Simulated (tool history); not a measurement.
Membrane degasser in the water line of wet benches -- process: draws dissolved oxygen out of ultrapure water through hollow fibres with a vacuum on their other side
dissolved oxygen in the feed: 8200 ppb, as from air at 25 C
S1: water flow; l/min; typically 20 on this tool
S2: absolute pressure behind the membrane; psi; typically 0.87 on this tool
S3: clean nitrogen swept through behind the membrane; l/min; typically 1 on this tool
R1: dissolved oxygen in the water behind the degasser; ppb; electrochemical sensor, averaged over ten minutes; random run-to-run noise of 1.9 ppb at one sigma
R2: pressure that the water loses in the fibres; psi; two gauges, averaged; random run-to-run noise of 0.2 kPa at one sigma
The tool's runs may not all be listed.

Run 1, hour 0: usual settings. Result: R1 186.9 ppb, R2 6.622 psi.
Run 2, hour 117.3: usual settings. Result: R1 185.8 ppb, R2 6.592 psi.
Run 3, hour 270.5: usual settings. Result: R1 191.2 ppb, R2 6.598 psi.
At hour 408.8: seals of the vacuum lines changed.
Run 4, hour 490: usual settings. Result: R1 187.1 ppb, R2 6.563 psi.
Run 5, hour 598.8: usual settings. Result: R1 186.5 ppb, R2 6.608 psi.
Run 6, hour 804.7: usual settings. Result: R1 189.8 ppb, R2 6.559 psi.
Run 7, hour 921.6: usual settings. Result: R1 188.3 ppb, R2 6.599 psi.
Run 8, hour 1101.2: usual settings but S3 0.47 l/min. Result: R1 294.3 ppb, R2 6.531 psi.
At hour 1173.9: membrane cartridge changed.
Run 9, hour 1276.1: usual settings but S3 0.47 l/min. Result: R1 293.5 ppb, R2 6.514 psi.
At hour 1393.5: vacuum gauge calibrated.
Run 10, hour 1447.7: usual settings. Result: R1 188 ppb, R2 6.54 psi.
Run 11, hour 1627: usual settings. Result: R1 187.5 ppb, R2 6.503 psi.
Run 12, hour 1734.8: usual settings but S2 1.146 psi. Result: R1 269.8 ppb, R2 6.483 psi.
Run 13, hour 1959.8: usual settings. Result: R1 187.8 ppb, R2 6.427 psi.
Run 14, hour 2098.3: usual settings but S3 1.06 l/min. Result: R1 181.7 ppb, R2 6.401 psi.
At hour 2109.3: gauge calibrated.
Run 15, hour 2258.9: usual settings but S3 1.06 l/min. Result: R1 179.3 ppb, R2 6.631 psi.
Run 16, hour 2375.3: usual settings but S3 1.06 l/min. Result: R1 182.3 ppb, R2 6.641 psi.
Run 17, hour 2531.9: usual settings but S3 1.06 l/min. Result: R1 182 ppb, R2 6.55 psi.
Run 18, hour 2669.5: usual settings but S1 28 l/min, S2 0.896 psi, S3 2.98 l/min. Result: R1 194.6 ppb, R2 9.174 psi.
Run 19, hour 2861.7: usual settings but S1 19 l/min, S2 0.999 psi, S3 2.82 l/min. Result: R1 117.7 ppb, R2 6.195 psi.
Run 20, hour 3019.7: usual settings but S1 19 l/min, S2 0.999 psi, S3 2.82 l/min. Result: R1 116.8 ppb, R2 6.206 psi.
Run 21, hour 3185.8: usual settings but S2 2.013 psi. Result: R1 510.6 ppb, R2 6.514 psi.
Run 22, hour 3338.3: usual settings but S2 2.013 psi, S3 2.44 l/min. Result: R1 269 ppb, R2 6.527 psi.
Run 23, hour 3553.3: usual settings but S2 1.342 psi. Result: R1 327.9 ppb, R2 6.54 psi.
Run 24, hour 3747.1: usual settings but S2 1.342 psi. Result: R1 319.9 ppb, R2 6.514 psi.
Run 25, hour 3914.4: usual settings but S1 27 l/min. Result: R1 277.9 ppb, R2 8.744 psi.
Run 26, hour 4028.4: usual settings but S1 15 l/min, S2 1.759 psi, S3 0.94 l/min. Result: R1 350.8 ppb, R2 4.908 psi.
Run 27, hour 4184.7: usual settings but S1 15 l/min, S2 1.759 psi, S3 0.94 l/min. Result: R1 344.9 ppb, R2 4.853 psi.
Run 28, hour 4299.7: usual settings but S1 18 l/min, S2 1.759 psi, S3 0.94 l/min. Result: R1 418.4 ppb, R2 5.788 psi.
Run 29, hour 4440.8: usual settings but S1 31 l/min, S2 1.759 psi, S3 0.94 l/min. Result: R1 707.9 ppb, R2 10 psi.
Run 30, hour 4581.5: usual settings but S1 23 l/min, S3 0.64 l/min. Result: R1 286 ppb, R2 7.397 psi.
At hour 4601.6: seals of the vacuum lines changed.
Run 31, hour 4733.1: usual settings but S1 21 l/min, S2 0.738 psi, S3 0.5 l/min. Result: R1 226.9 ppb, R2 6.743 psi.

3 options for the next run, each taken on its own from the tool as it stands now. Forecast them:
Run A, hour 4884.2: usual settings but S1 14 l/min, S2 0.612 psi, S3 0.93 l/min. Result: R1 ?, R2 ?.
Run B, hour 4884.2: usual settings but S1 18 l/min. Result: R1 ?, R2 ?.
Run C, hour 4884.2: usual settings but S1 18 l/min, S2 0.619 psi, S3 1.3 l/min. Result: R1 ?, R2 ?.

run     R1     R2
  A   63.8  4.485
  B  164.7  5.748
  C   87.8  5.771
Stripped of hidden state, with their random variation kept, the same runs would have yielded:
run     R1     R2
  A   63.7  4.628
  B  164.6  5.935
  C   87.7  5.958
